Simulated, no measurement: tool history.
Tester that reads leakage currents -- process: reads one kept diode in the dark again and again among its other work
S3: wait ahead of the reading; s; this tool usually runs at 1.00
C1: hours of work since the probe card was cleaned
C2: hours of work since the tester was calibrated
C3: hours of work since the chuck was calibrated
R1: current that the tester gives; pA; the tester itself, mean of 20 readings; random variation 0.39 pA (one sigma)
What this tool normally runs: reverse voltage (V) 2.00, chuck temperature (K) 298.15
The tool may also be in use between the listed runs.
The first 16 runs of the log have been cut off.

Run 17, hour 1677.6: usual settings but S3 1.24 s; C1 679; C2 4769; C3 745. Result: R1 117.22 pA.
At hour 1709.6: chuck's temperature calibrated.
Run 18, hour 1814.3: usual settings but S3 1.24 s; C1 779; C2 4869; C3 78. Result: R1 128.13 pA.
Run 19, hour 1943.4: usual settings but S3 0.81 s; C1 875; C2 4965; C3 173. Result: R1 126.07 pA.
At hour 2088.5: tester calibrated.
Run 20, hour 2088.5: usual settings but S3 0.81 s; C1 981; C2 0; C3 280. Result: R1 126.59 pA.
Run 21, hour 2188.6: usual settings but reverse voltage (V) 11.84, chuck temperature (K) 299.15, S3 0.81 s; C1 1055; C2 74; C3 354. Result: R1 304.84 pA.
Run 22, hour 2319.2: usual settings but reverse voltage (V) 11.84, chuck temperature (K) 299.15, S3 0.81 s; C1 1152; C2 171; C3 451. Result: R1 303.06 pA.
Run 23, hour 2401.4: usual settings but chuck temperature (K) 314.15, S3 9.11 s; C1 1213; C2 232; C3 512. Result: R1 363.25 pA.
Run 24, hour 2524.8: usual settings but reverse voltage (V) 18.26, chuck temperature (K) 294.15, S3 9.11 s; C1 1305; C2 324; C3 603. Result: R1 256.36 pA.
Run 25, hour 2628.9: usual settings but reverse voltage (V) 1.08, chuck temperature (K) 325.15, S3 0.54 s; C1 1382; C2 401; C3 680. Result: R1 544.01 pA.
Run 26, hour 2727.1: usual settings but reverse voltage (V) 4.85, chuck temperature (K) 307.15, S3 1.45 s; C1 1455; C2 474; C3 753. Result: R1 331.29 pA.
At hour 2746.5: chuck's temperature calibrated.
Run 27, hour 2869.0: usual settings but reverse voltage (V) 4.85, chuck temperature (K) 307.15, S3 1.45 s; C1 1558; C2 577; C3 91. Result: R1 366.33 pA.
Run 28, hour 2959.9: usual settings but reverse voltage (V) 7.63, chuck temperature (K) 326.15, S3 1.19 s; C1 1626; C2 645; C3 158. Result: R1 1479.89 pA.
Run 29, hour 3070.0: usual settings but S3 4.03 s; C1 1708; C2 727; C3 240. Result: R1 129.86 pA.
Run 30, hour 3202.9: usual settings but reverse voltage (V) 14.82, chuck temperature (K) 319.15; C1 1806; C2 825; C3 339. Result: R1 1277.89 pA.
Run 31, hour 3273.5: usual settings but reverse voltage (V) 14.82, chuck temperature (K) 319.15; C1 1858; C2 877; C3 391. Result: R1 1268.52 pA.
Run 32, hour 3402.4: usual settings but reverse voltage (V) 3.01, chuck temperature (K) 313.15; C1 1954; C2 973; C3 486. Result: R1 417.98 pA.
Run 33, hour 3486.2: usual settings but reverse voltage (V) 2.65; C1 2016; C2 1035; C3 549. Result: R1 142.02 pA.
Run 34, hour 3600.7: usual settings but chuck temperature (K) 294.15; C1 2101; C2 1120; C3 634. Result: R1 93.45 pA.
Run 35, hour 3697.0: usual settings but chuck temperature (K) 296.15; C1 2173; C2 1192; C3 705. Result: R1 106.75 pA.
Run 36, hour 3774.7: usual settings but chuck temperature (K) 296.15; C1 2230; C2 1249; C3 763. Result: R1 105.43 pA.
At hour 3786.0: chuck's temperature calibrated.
At hour 3797.1: probe card cleaned and baked.
Run 37, hour 3880.4: usual settings but chuck temperature (K) 296.15; C1 62; C2 1324; C3 68. Result: R1 113.81 pA.
Run 38, hour 3977.1: usual settings but chuck temperature (K) 296.15; C1 134; C2 1396; C3 140. Result: R1 112.10 pA.

Forecast each of these 5 alternatives for the next run:
Run A, hour 4046.1: usual settings but reverse voltage (V) 2.05, chuck temperature (K) 308.15, S3 4.86 s; C1 185; C2 1447; C3 191. Result: R1 ?.
Run B, hour 4046.1: usual settings but S3 3.06 s; C1 185; C2 1447; C3 191. Result: R1 ?.
Run C, hour 4046.1: usual settings but chuck temperature (K) 296.15, S3 3.25 s; C1 185; C2 1447; C3 191. Result: R1 ?.
Run D, hour 4046.1: usual settings but reverse voltage (V) 1.67, chuck temperature (K) 296.15, S3 3.34 s; C1 185; C2 1447; C3 191. Result: R1 ?.
Run E, hour 4046.1: usual settings but reverse voltage (V) 15.97; C1 185; C2 1447; C3 191. Result: R1 ?.

run      R1
  A  260.56
  B  129.49
  C  111.42
  D  103.26
  E  328.17
Take away the tool's hidden state, keep each run's random variation, and the runs would have read:
run      R1
  A  263.54
  B  130.91
  C  112.62
  D  104.39
  E  330.23
